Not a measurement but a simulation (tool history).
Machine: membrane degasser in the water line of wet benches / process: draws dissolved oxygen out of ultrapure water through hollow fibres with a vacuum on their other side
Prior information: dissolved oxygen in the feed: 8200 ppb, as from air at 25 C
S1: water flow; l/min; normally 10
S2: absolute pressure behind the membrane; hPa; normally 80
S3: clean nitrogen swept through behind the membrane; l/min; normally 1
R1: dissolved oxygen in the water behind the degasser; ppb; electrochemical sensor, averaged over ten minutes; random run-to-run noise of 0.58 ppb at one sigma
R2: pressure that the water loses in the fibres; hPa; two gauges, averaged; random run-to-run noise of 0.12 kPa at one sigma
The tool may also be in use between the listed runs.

{"run": 1, "day": 0.0, "S1": 10, "S2": 80, "S3": 1, "R1": 126.1, "R2": 306.1}
{"run": 2, "day": 10.638, "S1": 7, "S2": 80, "S3": 1, "R1": 83.8, "R2": 213.7}
{"run": 3, "day": 23.712, "S1": 7, "S2": 64.4, "S3": 1, "R1": 57.7, "R2": 214.2}
{"run": 4, "day": 35.254, "S1": 10, "S2": 115.6, "S3": 1, "R1": 208.5, "R2": 305.4}
{"run": 5, "day": 44.012, "S1": 10, "S2": 115.6, "S3": 1, "R1": 208.8, "R2": 307.3}
{"run": 6, "day": 49.883, "S1": 10, "S2": 109.5, "S3": 1, "R1": 195.3, "R2": 304.9}
{"day": 52.458, "done": "seals of the vacuum lines changed"}
{"run": 7, "day": 63.092, "S1": 10, "S2": 109.5, "S3": 1, "R1": 195.9, "R2": 306.2}
{"run": 8, "day": 71.288, "S1": 10, "S2": 109.5, "S3": 1, "R1": 195.7, "R2": 306.6}
{"run": 9, "day": 83.508, "S1": 10, "S2": 109.5, "S3": 1, "R1": 196.6, "R2": 305.5}
{"day": 90.992, "done": "vacuum gauge calibrated"}
{"run": 10, "day": 96.771, "S1": 10, "S2": 109.5, "S3": 1, "R1": 195, "R2": 305.4}
{"run": 11, "day": 104.962, "S1": 10, "S2": 109.5, "S3": 1, "R1": 196.8, "R2": 306.4}
{"run": 12, "day": 116.017, "S1": 10, "S2": 109.5, "S3": 1, "R1": 195.9, "R2": 304.1}
{"run": 13, "day": 126.258, "S1": 10, "S2": 80, "S3": 1, "R1": 128, "R2": 305.3}
{"run": 14, "day": 135.292, "S1": 8, "S2": 80, "S3": 1, "R1": 98.1, "R2": 244.3}
{"run": 15, "day": 144.196, "S1": 7, "S2": 80, "S3": 1, "R1": 84.9, "R2": 214.7}
{"run": 16, "day": 152.921, "S1": 10, "S2": 80, "S3": 1, "R1": 129.3, "R2": 305.9}
{"run": 17, "day": 165.058, "S1": 7, "S2": 80, "S3": 1, "R1": 85.1, "R2": 213.4}
{"run": 18, "day": 176.754, "S1": 7, "S2": 80, "S3": 1, "R1": 84.8, "R2": 211.6}
{"run": 19, "day": 187.975, "S1": 7, "S2": 80, "S3": 1, "R1": 84.8, "R2": 215.6}
{"run": 20, "day": 196.146, "S1": 6, "S2": 114.7, "S3": 0.99, "R1": 124.2, "R2": 183.2}
{"run": 21, "day": 208.471, "S1": 6, "S2": 114.7, "S3": 0.99, "R1": 124, "R2": 184.1}
{"run": 22, "day": 214.804, "S1": 6, "S2": 114.7, "S3": 0.99, "R1": 124.9, "R2": 185.1}
{"run": 23, "day": 228.467, "S1": 10, "S2": 93.5, "S3": 1.24, "R1": 135.7, "R2": 305.6}
{"run": 24, "day": 234.142, "S1": 10, "S2": 80, "S3": 0.78, "R1": 158.6, "R2": 306.3}
{"run": 25, "day": 241.529, "S1": 14, "S2": 80, "S3": 1.22, "R1": 178.1, "R2": 428.8}
{"run": 26, "day": 250.229, "S1": 14, "S2": 80, "S3": 0.42, "R1": 374.3, "R2": 429}
{"run": 27, "day": 261.692, "S1": 12, "S2": 80, "S3": 0.42, "R1": 319.1, "R2": 368.1}
{"run": 28, "day": 275.554, "S1": 7, "S2": 80, "S3": 1.22, "R1": 72.2, "R2": 213.8}
{"day": 285.475, "done": "gauge calibrated"}
{"run": 29, "day": 286.688, "S1": 9, "S2": 198.6, "S3": 1.22, "R1": 294.9, "R2": 273.4}
{"run": 30, "day": 295.296, "S1": 8, "S2": 58.3, "S3": 1.18, "R1": 48.6, "R2": 244.4}
{"run": 31, "day": 309.162, "S1": 8, "S2": 58.3, "S3": 1.18, "R1": 49.1, "R2": 245}
{"run": 32, "day": 317.092, "S1": 8, "S2": 59.7, "S3": 0.58, "R1": 94.5, "R2": 246.4}
{"run": 33, "day": 330.196, "S1": 8, "S2": 59.7, "S3": 1.49, "R1": 42.5, "R2": 243.7}

Each row is a separate what-if for the run after 33, all from the same tool condition, not one after another. Results?
{"day": 339.35, "done": "vacuum gauge calibrated"}
{"run": "A", "day": 342.804, "S1": 10, "S2": 105.3, "S3": 1, "R1": "?", "R2": "?"}
{"day": 339.35, "done": "vacuum gauge calibrated"}
{"run": "B", "day": 342.804, "S1": 10, "S2": 79.6, "S3": 1, "R1": "?", "R2": "?"}
{"day": 339.35, "done": "vacuum gauge calibrated"}
{"run": "C", "day": 342.804, "S1": 8, "S2": 85.4, "S3": 1.49, "R1": "?", "R2": "?"}

run=A R1=184.8 R2=303.2
run=B R1=127 R2=305.6
run=C R1=75.8 R2=243.9
Without the tool's unlogged condition, the same runs would have read:
run=A R1=183.6 R2=303.1
run=B R1=126.2 R2=305.5
run=C R1=75.3 R2=243.8
